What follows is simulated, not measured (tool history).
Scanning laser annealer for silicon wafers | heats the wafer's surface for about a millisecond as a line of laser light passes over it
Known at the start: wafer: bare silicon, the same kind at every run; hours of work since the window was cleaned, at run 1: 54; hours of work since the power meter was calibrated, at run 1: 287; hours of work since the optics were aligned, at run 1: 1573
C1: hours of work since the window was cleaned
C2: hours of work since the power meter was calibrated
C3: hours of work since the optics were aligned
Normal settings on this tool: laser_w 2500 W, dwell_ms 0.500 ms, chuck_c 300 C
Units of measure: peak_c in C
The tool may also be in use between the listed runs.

{"run": 1, "hour": 0.0, "laser_w": 2500, "dwell_ms": 0.5, "chuck_c": 300, "C1": 54, "C2": 287, "C3": 1573, "peak_c": 1038}
{"run": 2, "hour": 7.3, "laser_w": 2500, "dwell_ms": 0.552, "chuck_c": 300, "C1": 60, "C2": 293, "C3": 1578, "peak_c": 1080}
{"run": 3, "hour": 14.0, "laser_w": 2500, "dwell_ms": 0.552, "chuck_c": 300, "C1": 65, "C2": 298, "C3": 1583, "peak_c": 1077}
{"run": 4, "hour": 23.8, "laser_w": 2500, "dwell_ms": 0.552, "chuck_c": 300, "C1": 73, "C2": 306, "C3": 1591, "peak_c": 1076}
{"run": 5, "hour": 29.6, "laser_w": 2500, "dwell_ms": 0.552, "chuck_c": 300, "C1": 77, "C2": 310, "C3": 1595, "peak_c": 1078}
{"run": 6, "hour": 38.7, "laser_w": 2303, "dwell_ms": 0.5, "chuck_c": 300, "C1": 84, "C2": 317, "C3": 1602, "peak_c": 977}
{"run": 7, "hour": 44.7, "laser_w": 2500, "dwell_ms": 0.5, "chuck_c": 326, "C1": 89, "C2": 322, "C3": 1607, "peak_c": 1069}
{"run": 8, "hour": 53.3, "laser_w": 2500, "dwell_ms": 0.408, "chuck_c": 300, "C1": 95, "C2": 329, "C3": 1614, "peak_c": 965}
{"run": 9, "hour": 59.2, "laser_w": 2500, "dwell_ms": 0.408, "chuck_c": 300, "C1": 100, "C2": 333, "C3": 1618, "peak_c": 967}
{"run": 10, "hour": 70.5, "laser_w": 2500, "dwell_ms": 0.5, "chuck_c": 300, "C1": 109, "C2": 342, "C3": 1627, "peak_c": 1039}
{"run": 11, "hour": 76.6, "laser_w": 2500, "dwell_ms": 0.461, "chuck_c": 300, "C1": 113, "C2": 346, "C3": 1632, "peak_c": 1006}
{"run": 12, "hour": 88.2, "laser_w": 2500, "dwell_ms": 0.461, "chuck_c": 300, "C1": 122, "C2": 355, "C3": 1640, "peak_c": 1007}
{"run": 13, "hour": 93.4, "laser_w": 2500, "dwell_ms": 0.461, "chuck_c": 300, "C1": 126, "C2": 359, "C3": 1644, "peak_c": 1007}
{"run": 14, "hour": 101.1, "laser_w": 2500, "dwell_ms": 0.461, "chuck_c": 300, "C1": 132, "C2": 365, "C3": 1650, "peak_c": 1006}
{"run": 15, "hour": 109.2, "laser_w": 2500, "dwell_ms": 0.461, "chuck_c": 300, "C1": 138, "C2": 371, "C3": 1657, "peak_c": 1007}
{"run": 16, "hour": 117.0, "laser_w": 2500, "dwell_ms": 0.461, "chuck_c": 300, "C1": 144, "C2": 378, "C3": 1663, "peak_c": 1010}
{"run": 17, "hour": 127.8, "laser_w": 2500, "dwell_ms": 0.461, "chuck_c": 300, "C1": 153, "C2": 386, "C3": 1671, "peak_c": 1009}
{"run": 18, "hour": 134.9, "laser_w": 2500, "dwell_ms": 0.461, "chuck_c": 300, "C1": 158, "C2": 391, "C3": 1676, "peak_c": 1007}
{"run": 19, "hour": 147.0, "laser_w": 2500, "dwell_ms": 0.5, "chuck_c": 301, "C1": 167, "C2": 401, "C3": 1686, "peak_c": 1039}
{"hour": 150.8, "done": "laser's power meter calibrated"}
{"run": 20, "hour": 161.5, "laser_w": 2500, "dwell_ms": 0.5, "chuck_c": 301, "C1": 176, "C2": 8, "C3": 1695, "peak_c": 1034}
{"hour": 171.2, "done": "laser's power meter calibrated, once more"}
{"run": 21, "hour": 174.4, "laser_w": 2500, "dwell_ms": 0.382, "chuck_c": 265, "C1": 184, "C2": 3, "C3": 1702, "peak_c": 905}
{"run": 22, "hour": 185.7, "laser_w": 2500, "dwell_ms": 0.382, "chuck_c": 265, "C1": 193, "C2": 11, "C3": 1711, "peak_c": 905}
{"run": 23, "hour": 192.1, "laser_w": 2500, "dwell_ms": 0.382, "chuck_c": 265, "C1": 198, "C2": 16, "C3": 1716, "peak_c": 904}
{"run": 24, "hour": 200.9, "laser_w": 2500, "dwell_ms": 0.361, "chuck_c": 300, "C1": 204, "C2": 23, "C3": 1723, "peak_c": 920}
{"run": 25, "hour": 208.5, "laser_w": 2500, "dwell_ms": 0.361, "chuck_c": 300, "C1": 210, "C2": 29, "C3": 1728, "peak_c": 920}
{"run": 26, "hour": 214.2, "laser_w": 2485, "dwell_ms": 0.423, "chuck_c": 297, "C1": 215, "C2": 33, "C3": 1733, "peak_c": 969}
{"run": 27, "hour": 223.9, "laser_w": 2618, "dwell_ms": 0.423, "chuck_c": 339, "C1": 222, "C2": 41, "C3": 1740, "peak_c": 1050}
{"run": 28, "hour": 232.3, "laser_w": 2232, "dwell_ms": 0.517, "chuck_c": 309, "C1": 228, "C2": 47, "C3": 1747, "peak_c": 964}
{"run": 29, "hour": 241.3, "laser_w": 2232, "dwell_ms": 0.517, "chuck_c": 309, "C1": 235, "C2": 54, "C3": 1754, "peak_c": 963}
{"run": 30, "hour": 248.3, "laser_w": 2220, "dwell_ms": 0.436, "chuck_c": 272, "C1": 241, "C2": 59, "C3": 1759, "peak_c": 867}
{"run": 31, "hour": 253.5, "laser_w": 2220, "dwell_ms": 0.436, "chuck_c": 272, "C1": 245, "C2": 63, "C3": 1763, "peak_c": 866}
{"run": 32, "hour": 265.0, "laser_w": 2608, "dwell_ms": 0.454, "chuck_c": 314, "C1": 254, "C2": 72, "C3": 1772, "peak_c": 1044}
{"run": 33, "hour": 275.5, "laser_w": 2562, "dwell_ms": 0.568, "chuck_c": 332, "C1": 262, "C2": 80, "C3": 1780, "peak_c": 1136}
{"run": 34, "hour": 282.9, "laser_w": 2327, "dwell_ms": 0.5, "chuck_c": 300, "C1": 267, "C2": 86, "C3": 1786, "peak_c": 973}
{"run": 35, "hour": 293.0, "laser_w": 2128, "dwell_ms": 0.5, "chuck_c": 300, "C1": 275, "C2": 94, "C3": 1793, "peak_c": 907}
{"run": 36, "hour": 304.0, "laser_w": 2128, "dwell_ms": 0.5, "chuck_c": 300, "C1": 284, "C2": 102, "C3": 1802, "peak_c": 908}
{"run": 37, "hour": 309.1, "laser_w": 2461, "dwell_ms": 0.395, "chuck_c": 300, "C1": 288, "C2": 106, "C3": 1806, "peak_c": 935}
{"run": 38, "hour": 319.8, "laser_w": 2461, "dwell_ms": 0.395, "chuck_c": 300, "C1": 296, "C2": 114, "C3": 1814, "peak_c": 937}
{"run": 39, "hour": 327.9, "laser_w": 2429, "dwell_ms": 0.575, "chuck_c": 321, "C1": 302, "C2": 121, "C3": 1820, "peak_c": 1077}
{"run": 40, "hour": 333.4, "laser_w": 2187, "dwell_ms": 0.476, "chuck_c": 335, "C1": 306, "C2": 125, "C3": 1824, "peak_c": 941}

Branching from run 40: 4 alternative next runs. What would each branch give?
{"run": "A", "hour": 345.0, "laser_w": 2500, "dwell_ms": 0.453, "chuck_c": 311, "C1": 315, "C2": 134, "C3": 1833, "peak_c": "?"}
{"run": "B", "hour": 345.0, "laser_w": 2578, "dwell_ms": 0.476, "chuck_c": 335, "C1": 315, "C2": 134, "C3": 1833, "peak_c": "?"}
{"run": "C", "hour": 345.0, "laser_w": 2500, "dwell_ms": 0.397, "chuck_c": 300, "C1": 315, "C2": 134, "C3": 1833, "peak_c": "?"}
{"run": "D", "hour": 345.0, "laser_w": 2532, "dwell_ms": 0.461, "chuck_c": 320, "C1": 315, "C2": 134, "C3": 1833, "peak_c": "?"}

run=A peak_c=1000
run=B peak_c=1069
run=C peak_c=948
run=D peak_c=1030
Had the tool no hidden state, the same runs would have come out as:
run=A peak_c=1023
run=B peak_c=1094
run=C peak_c=969
run=D peak_c=1054
